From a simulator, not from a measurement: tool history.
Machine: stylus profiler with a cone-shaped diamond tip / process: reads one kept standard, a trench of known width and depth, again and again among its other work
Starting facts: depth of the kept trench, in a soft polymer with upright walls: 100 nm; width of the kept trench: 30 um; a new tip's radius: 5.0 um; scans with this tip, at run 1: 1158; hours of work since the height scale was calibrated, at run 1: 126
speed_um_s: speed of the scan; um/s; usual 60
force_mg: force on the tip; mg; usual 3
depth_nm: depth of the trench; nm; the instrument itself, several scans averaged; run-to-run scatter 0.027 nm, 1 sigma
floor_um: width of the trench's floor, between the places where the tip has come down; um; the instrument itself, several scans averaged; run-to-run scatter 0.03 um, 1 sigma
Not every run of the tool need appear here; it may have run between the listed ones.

run,hour,speed_um_s,force_mg,scans with this tip,hours of work since the height scale was calibrated,depth_nm,floor_um
1,0,60,3,1158,126,101.43,27.66
2,41.4,60,3,1424,155,101.39,27.67
3,92.2,58,3,1751,191,101.44,27.61
4,124.3,58,3,1957,213,101.47,27.6
5,163.4,58,3,2208,241,101.42,27.64
6,204.2,60,3,2470,269,101.41,27.58
7,234.4,60,8.56,2665,290,102.93,27.71
8,264.2,177,3,2855,311,101.47,27.08
9,312.5,177,3,3166,345,101.52,27.04
10,350.3,177,3,3409,371,101.51,26.93
11,377.7,18,3,3585,391,101.51,27.74
12,407.2,18,3,3774,411,101.49,27.76
13,432.3,18,3,3936,429,101.57,27.72
14,479.9,18,3,4242,462,101.54,27.7
15,532.3,60,7.65,4578,499,102.77,27.65
16,575.3,60,2.57,4855,529,101.38,27.52
17,613.4,60,3,5099,555,101.53,27.54
18,657.5,60,3,5383,586,101.58,27.52
19,693.6,60,3,5614,612,101.63,27.52
20,725.6,60,3,5820,634,101.54,27.51
21,772.9,60,3,6124,667,101.58,27.48
22,797.8,60,3,6284,685,101.58,27.5
23,838.1,60,3,6542,713,101.58,27.5
24,885.2,60,3,6845,746,101.6,27.43
# hour 887.9: height scale calibrated on a step standard
25,932.9,38,1.12,7148,31,100.93,27.42
26,979.2,16,1.44,7446,64,101.1,27.62
27,1018.2,25,1.22,7696,91,100.99,27.53
28,1041.8,52,8.32,7848,108,103.04,27.54
29,1076.1,52,8.32,8069,132,103.01,27.53
30,1104,41,5.8,8248,151,102.44,27.55
31,1144.8,41,5.8,8510,180,102.52,27.49
32,1184.2,17,2.49,8763,207,101.48,27.53
# hour 1191.4: height scale calibrated on a step standard, once more
33,1231.6,17,3.56,9064,28,101.65,27.62
34,1253.9,110,5.93,9207,44,102.35,27.29
35,1283.1,110,5.93,9395,64,102.28,27.28
36,1323.3,110,5.93,9653,92,102.33,27.22
37,1364.9,77,2.04,9920,121,101.17,27.2
38,1394.9,78,8.37,10113,142,102.88,27.3
39,1444.7,55,8.37,10433,177,102.93,27.44
40,1477,60,7.56,10641,200,102.7,27.42
41,1513,19,1.51,10872,225,100.97,27.47
42,1556.2,219,1.42,11150,255,100.95,26.05
43,1608.8,219,1.42,11488,292,100.96,26.06
44,1651.3,60,1.67,11760,322,101.08,27.22
45,1691.9,63,8,12021,350,102.87,27.33
46,1743.1,63,8,12351,386,102.87,27.41

Had the tool no unlogged condition, and each run kept its random variation, what would the results have been?
Hidden state at play: radius of the tip, um; height scale over the true one, %; drift of the gauge itself on depth_nm, %; drift of the gauge itself on floor_um, %.
run,depth_nm,floor_um
1,101.42,27.72
2,101.37,27.75
3,101.41,27.7
4,101.43,27.7
5,101.38,27.75
6,101.37,27.7
7,102.88,27.84
8,101.41,27.21
9,101.45,27.19
10,101.43,27.09
11,101.42,27.9
12,101.4,27.93
13,101.47,27.9
14,101.44,27.89
15,102.65,27.86
16,101.25,27.73
17,101.4,27.77
18,101.44,27.75
19,101.48,27.77
20,101.39,27.76
21,101.42,27.74
22,101.41,27.77
23,101.4,27.78
24,101.42,27.72
25,100.72,27.72
26,100.88,27.93
27,100.76,27.84
28,102.8,27.86
29,102.76,27.86
30,102.19,27.89
31,102.26,27.84
32,101.22,27.89
33,101.6,27.98
34,102.3,27.67
35,102.22,27.65
36,102.26,27.6
37,101.1,27.59
38,102.8,27.71
39,102.85,27.85
40,102.6,27.84
41,100.87,27.9
42,100.84,26.49
43,100.84,26.51
44,100.95,27.68
45,102.73,27.8
46,102.72,27.89
